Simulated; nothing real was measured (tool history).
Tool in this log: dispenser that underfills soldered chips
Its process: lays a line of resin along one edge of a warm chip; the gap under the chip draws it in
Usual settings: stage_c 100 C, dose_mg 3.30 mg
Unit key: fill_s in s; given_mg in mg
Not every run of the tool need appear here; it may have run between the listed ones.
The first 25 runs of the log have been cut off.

run    day  stage_c  dose_mg  fill_s  given_mg
     6.771  -- new syringe of resin
 26  6.804       89     2.84    51.2      2.80
 27  7.112       95     3.36    48.5      3.31
     7.225  -- new syringe of resin
 28  7.279       95     3.36    41.3      3.31
     7.417  -- stage's temperature calibrated
 29  7.512      108     3.01    33.0      2.96
     7.712  -- new syringe of resin
 30  7.833      108     3.20    30.0      3.14
     7.942  -- dispensing valve cleaned and set on the balance
 31  8.075      100     3.55    43.3      3.56
     8.217  -- new syringe of resin
 32  8.342       85     3.46    63.9      3.44
 33  8.508      105     4.00    35.1      4.00
     8.688  -- new syringe of resin
 34  8.783       94     3.45    46.5      3.44
 35  8.971       94     3.45    52.1      3.41

3 ways to go on from here, each from the tool as it stands after run 35. What would each give?
     9.162  -- new syringe of resin
  A  9.346       97     3.26       ?         ?
     9.162  -- new syringe of resin
  B  9.346       93     3.64       ?         ?
     9.162  -- new syringe of resin
  C  9.346      113     3.45       ?         ?

run  fill_s  given_mg
  A    43.1      3.26
  B    51.2      3.61
  C    25.1      3.42
Had the tool no hidden state, the same runs would have come out as:
run  fill_s  given_mg
  A    38.7      3.29
  B    46.1      3.64
  C    22.5      3.44

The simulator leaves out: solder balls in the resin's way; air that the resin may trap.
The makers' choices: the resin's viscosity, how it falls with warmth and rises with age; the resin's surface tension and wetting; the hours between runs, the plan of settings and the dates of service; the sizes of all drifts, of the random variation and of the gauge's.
